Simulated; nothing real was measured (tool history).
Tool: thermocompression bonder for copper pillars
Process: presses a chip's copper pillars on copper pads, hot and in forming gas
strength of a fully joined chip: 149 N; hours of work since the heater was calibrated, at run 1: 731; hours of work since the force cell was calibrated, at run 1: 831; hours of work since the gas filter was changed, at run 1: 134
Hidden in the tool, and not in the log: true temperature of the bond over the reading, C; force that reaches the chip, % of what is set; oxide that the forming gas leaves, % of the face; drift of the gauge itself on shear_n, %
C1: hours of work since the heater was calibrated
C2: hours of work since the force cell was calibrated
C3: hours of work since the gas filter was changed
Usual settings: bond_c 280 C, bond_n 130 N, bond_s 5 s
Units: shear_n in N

run 1 day=0 | bond_c=280 bond_n=130 bond_s=5 | C1=731 C2=831 C3=134 | shear_n=55.3
run 2 day=0.671 | bond_c=280 bond_n=130 bond_s=5 | C1=742 C2=842 C3=145 | shear_n=55.3
run 3 day=1.75 | bond_c=280 bond_n=130 bond_s=5 | C1=760 C2=859 C3=162 | shear_n=53.8
run 4 day=2.492 | bond_c=280 bond_n=138 bond_s=5 | C1=771 C2=871 C3=174 | shear_n=57.5
run 5 day=3.983 | bond_c=280 bond_n=130 bond_s=5 | C1=795 C2=895 C3=198 | shear_n=54.8
-- day=4.208 forming gas filter changed
run 6 day=5.462 | bond_c=280 bond_n=130 bond_s=5 | C1=819 C2=919 C3=20 | shear_n=56.9
run 7 day=6.783 | bond_c=280 bond_n=130 bond_s=14 | C1=840 C2=940 C3=41 | shear_n=80.8
run 8 day=8.075 | bond_c=280 bond_n=130 bond_s=14 | C1=861 C2=961 C3=62 | shear_n=81.6
run 9 day=8.962 | bond_c=280 bond_n=130 bond_s=14 | C1=875 C2=975 C3=77 | shear_n=79
run 10 day=9.95 | bond_c=280 bond_n=130 bond_s=14 | C1=891 C2=991 C3=92 | shear_n=79.3
run 11 day=11.296 | bond_c=280 bond_n=130 bond_s=11 | C1=913 C2=1013 C3=114 | shear_n=74.2
run 12 day=12.158 | bond_c=263 bond_n=130 bond_s=5 | C1=927 C2=1026 C3=128 | shear_n=47
run 13 day=13.325 | bond_c=267 bond_n=130 bond_s=5 | C1=945 C2=1045 C3=147 | shear_n=47.6
run 14 day=14.808 | bond_c=252 bond_n=130 bond_s=4 | C1=969 C2=1069 C3=171 | shear_n=37.2
run 15 day=15.6 | bond_c=292 bond_n=94 bond_s=11 | C1=982 C2=1082 C3=183 | shear_n=57.5
run 16 day=16.321 | bond_c=292 bond_n=94 bond_s=11 | C1=994 C2=1093 C3=195 | shear_n=58.8
-- day=16.725 forming gas filter changed
run 17 day=17.246 | bond_c=301 bond_n=116 bond_s=10 | C1=1008 C2=1108 C3=8 | shear_n=80.5
run 18 day=18.742 | bond_c=253 bond_n=116 bond_s=4 | C1=1032 C2=1132 C3=32 | shear_n=32.8
run 19 day=20.217 | bond_c=250 bond_n=116 bond_s=9 | C1=1056 C2=1156 C3=56 | shear_n=45.7
run 20 day=20.846 | bond_c=280 bond_n=192 bond_s=13 | C1=1066 C2=1166 C3=66 | shear_n=103.6
run 21 day=21.721 | bond_c=301 bond_n=86 bond_s=13 | C1=1080 C2=1180 C3=80 | shear_n=63.3
run 22 day=23.112 | bond_c=308 bond_n=86 bond_s=6 | C1=1102 C2=1202 C3=103 | shear_n=49.6
run 23 day=24.138 | bond_c=308 bond_n=86 bond_s=6 | C1=1119 C2=1219 C3=119 | shear_n=48.7
run 24 day=25.562 | bond_c=308 bond_n=78 bond_s=6 | C1=1142 C2=1242 C3=142 | shear_n=44.2
run 25 day=26.275 | bond_c=300 bond_n=126 bond_s=3 | C1=1153 C2=1253 C3=154 | shear_n=50.9
run 26 day=27.317 | bond_c=300 bond_n=126 bond_s=3 | C1=1170 C2=1270 C3=170 | shear_n=51.3

Hidden state at the last listed run before each entry between runs and at the first one after, where it differs:
Between runs 5 and 6: forming gas filter changed (day 4.208)
  true temperature of the bond over the reading, C: -2.8 -> -2.9; oxide that the forming gas leaves, % of the face: 6.72 -> 1.33
  measured less the result without the state, shear_n: -3.6 -> -0.4 N
Between runs 16 and 17: forming gas filter changed (day 16.725)
  oxide that the forming gas leaves, % of the face: 6.45 -> 0.73
  measured less the result without the state, shear_n: -3.6 -> +0 N
